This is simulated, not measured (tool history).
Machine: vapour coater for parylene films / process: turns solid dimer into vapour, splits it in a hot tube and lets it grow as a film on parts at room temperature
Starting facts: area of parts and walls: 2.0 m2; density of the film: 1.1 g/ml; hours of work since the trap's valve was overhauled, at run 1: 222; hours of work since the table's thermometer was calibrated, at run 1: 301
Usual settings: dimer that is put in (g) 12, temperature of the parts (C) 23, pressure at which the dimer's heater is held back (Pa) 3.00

run	hour	dimer that is put in (g)	temperature of the parts (C)	pressure at which the dimer's heater is held back (Pa)	hours of work since the trap's valve was overhauled	hours of work since the table's thermometer was calibrated	thickness of the film (nm)
1	0.0	12	23	3.00	222	301	2960
2	46.3	12	23	3.00	243	322	2940
3	92.6	12	23	3.00	263	343	2970
4	120.2	12	23	2.08	275	355	3120
5	158.2	12	23	3.00	292	372	2890
6	204.0	12	23	3.00	313	392	2910
7	255.5	12	23	3.00	336	415	2920
8	286.9	9	23	3.00	350	429	2150
9	337.1	9	23	3.00	372	452	2150
10	371.1	9	23	3.00	387	467	2190
11	396.1	9	23	3.00	398	478	2110
12	447.5	18	23	3.00	421	501	4330
13	490.0	18	23	3.00	440	520	4200
14	531.1	7	19	2.70	459	538	1920
15	575.8	12	28	3.59	479	558	2340
16	627.1	12	28	3.59	501	581	2270
17	651.5	12	28	3.59	512	592	2250
18	674.1	6	23	3.00	522	602	1390
19	705.8	11	23	5.29	536	616	2290
20	759.5	10	17	3.00	560	640	2820
21	807.6	21	34	3.00	582	661	3380
# hour 825.0: trap's valve overhauled
22	856.4	15	19	2.19	14	681	4600
23	911.1	15	19	2.19	38	706	4520
24	937.5	15	19	2.19	50	717	4570
25	991.8	15	21	3.42	74	742	3990
26	1023.7	7	23	3.00	89	756	1780

Below, some changes in thickness of the film (nm) between adjacent runs. For each, the amount present without the hidden state too (settings, incoming material, random variation) and the amount remaining for the hidden state with gauge scatter not shared by both compared results:
Hidden state at play: vapour lost through the trap's worn valve, %; true temperature of the parts over the reading, C; drift of the gauge itself on film_um, %.
Run 11 -> 12: dimer that is put in (g) 9 -> 18. thickness of the film (nm) +2220: hidden state -210, all else +2430.
Run 13 -> 14: dimer that is put in (g) 18 -> 7, temperature of the parts (C) 23 -> 19, pressure at which the dimer's heater is held back (Pa) 3.00 -> 2.70. thickness of the film (nm) -2280: hidden state +210, all else -2490.
Run 21 -> 22: dimer that is put in (g) 21 -> 15, temperature of the parts (C) 34 -> 19, pressure at which the dimer's heater is held back (Pa) 3.00 -> 2.19, trap's valve overhauled. thickness of the film (nm) +1220: hidden state +370, all else +850.
